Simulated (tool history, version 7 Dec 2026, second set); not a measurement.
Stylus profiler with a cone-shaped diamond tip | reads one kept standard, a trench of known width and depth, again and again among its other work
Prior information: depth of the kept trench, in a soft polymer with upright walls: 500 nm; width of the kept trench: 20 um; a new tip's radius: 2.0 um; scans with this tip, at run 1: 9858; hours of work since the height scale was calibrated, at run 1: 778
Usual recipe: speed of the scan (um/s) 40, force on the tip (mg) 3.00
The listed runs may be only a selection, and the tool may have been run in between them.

run    hour  speed of the scan (um/s)  force on the tip (mg)  scans with this tip  hours of work since the height scale was calibrated  depth of the trench (Å)  width of the trench's floor (µm)
  1     0.0                        40                   3.00                 9858                                                  778                   5109.6                             15.76
  2    35.0                        40                   4.23                10144                                                  800                   5134.8                             15.80
  3    72.8                       114                   3.00                10452                                                  824                   5108.6                             15.36
  4   114.9                       114                   3.00                10796                                                  852                   5108.0                             15.31
  5   137.0                        15                   3.00                10977                                                  866                   5108.2                             15.82
  6   179.8                        15                   3.00                11326                                                  893                   5110.0                             15.75
  7   198.9                        15                   3.00                11482                                                  906                   5109.4                             15.79
  8   230.8                        40                   1.54                11743                                                  926                   5073.1                             15.54
  9   257.2                        40                   3.00                11958                                                  943                   5109.8                             15.57
 10   298.7                        40                   3.00                12297                                                  970                   5110.7                             15.56
 11   337.1                        40                   3.00                12610                                                  995                   5110.5                             15.52
 12   356.3                        40                   3.00                12768                                                 1007                   5110.2                             15.51
 13   376.5                        40                   4.79                12932                                                 1020                   5146.3                             15.53
 14   402.3                        66                   3.00                13143                                                 1037                   5111.1                             15.37
 15   426.4                        66                   3.00                13340                                                 1052                   5111.1                             15.27
 16   469.4                        40                   3.00                13691                                                 1080                   5111.5                             15.45
 17   510.2                        40                   3.00                14024                                                 1106                   5110.7                             15.41
 18   536.7                        40                   3.00                14240                                                 1123                   5110.7                             15.38
 19   567.2                        40                   3.00                14489                                                 1143                   5112.0                             15.37
 20   597.6                        40                   3.00                14738                                                 1162                   5111.7                             15.32
 21   625.0                        40                   3.00                14961                                                 1180                   5111.9                             15.29
 22   650.0                        40                   3.00                15165                                                 1196                   5113.4                             15.27
 23   668.8                        14                   1.74                15319                                                 1208                   5082.2                             15.40
 24   707.8                        43                   5.99                15637                                                 1233                   5172.5                             15.27
 25   739.7                        25                   6.29                15898                                                 1254                   5176.9                             15.38
 26   780.8                        15                   1.77                16234                                                 1280                   5083.2                             15.28
 27   810.4                        38                   1.54                16475                                                 1299                   5077.8                             15.12
 28   829.4                        38                   1.54                16630                                                 1312                   5077.7                             15.07
 29   849.1                        84                   1.18                16791                                                 1324                   5068.2                             14.63
 30   877.9                        13                   2.83                17027                                                 1343                   5110.5                             15.28
      887.7  -- height scale calibrated on a step standard
 31   898.1                        13                   2.83                17187                                                    7                   5099.6                             15.22
 32   939.6                       132                   2.57                17526                                                   33                   5093.1                             14.56
 33   982.1                       155                   2.57                17873                                                   61                   5095.0                             14.29
 34  1024.9                        30                   2.57                18222                                                   88                   5096.0                             15.05
 35  1063.3                        35                   4.50                18536                                                  113                   5135.0                             15.09
 36  1107.3                        97                   7.83                18895                                                  141                   5195.0                             14.81
 37  1142.8                        15                   1.69                19185                                                  164                   5072.6                             14.98
 38  1173.6                        99                   7.07                19436                                                  184                   5181.8                             14.85
 39  1198.5                        77                   1.15                19639                                                  200                   5057.1                             14.43
 40  1217.7                        77                   1.15                19796                                                  212                   5056.9                             14.38
 41  1247.4                        13                   1.89                20039                                                  232                   5078.3                             15.01
 42  1272.7                        71                   3.43                20245                                                  248                   5114.7                             14.68

Predict each of these 4 candidate next runs independently; none follows another, all start after run 42:
     1297.6  -- new tip fitted, height scale calibrated
  A  1319.2                        25                   2.08                  176                                                   14                        ?                                 ?
     1297.6  -- new tip fitted, height scale calibrated
  B  1319.2                        20                   3.00                  176                                                   14                        ?                                 ?
     1297.6  -- new tip fitted, height scale calibrated
  C  1319.2                        14                   1.39                  176                                                   14                        ?                                 ?
     1297.6  -- new tip fitted, height scale calibrated
  D  1319.2                        56                   1.57                  176                                                   14                        ?                                 ?

run  depth of the trench (Å)  width of the trench's floor (µm)
  A                   5079.3                             17.17
  B                   5101.1                             17.26
  C                   5061.0                             17.24
  D                   5067.6                             16.96
What these runs would have given with no unlogged condition in the tool:
run  depth of the trench (Å)  width of the trench's floor (µm)
  A                   5078.1                             17.15
  B                   5099.9                             17.24
  C                   5059.9                             17.21
  D                   5066.4                             16.93
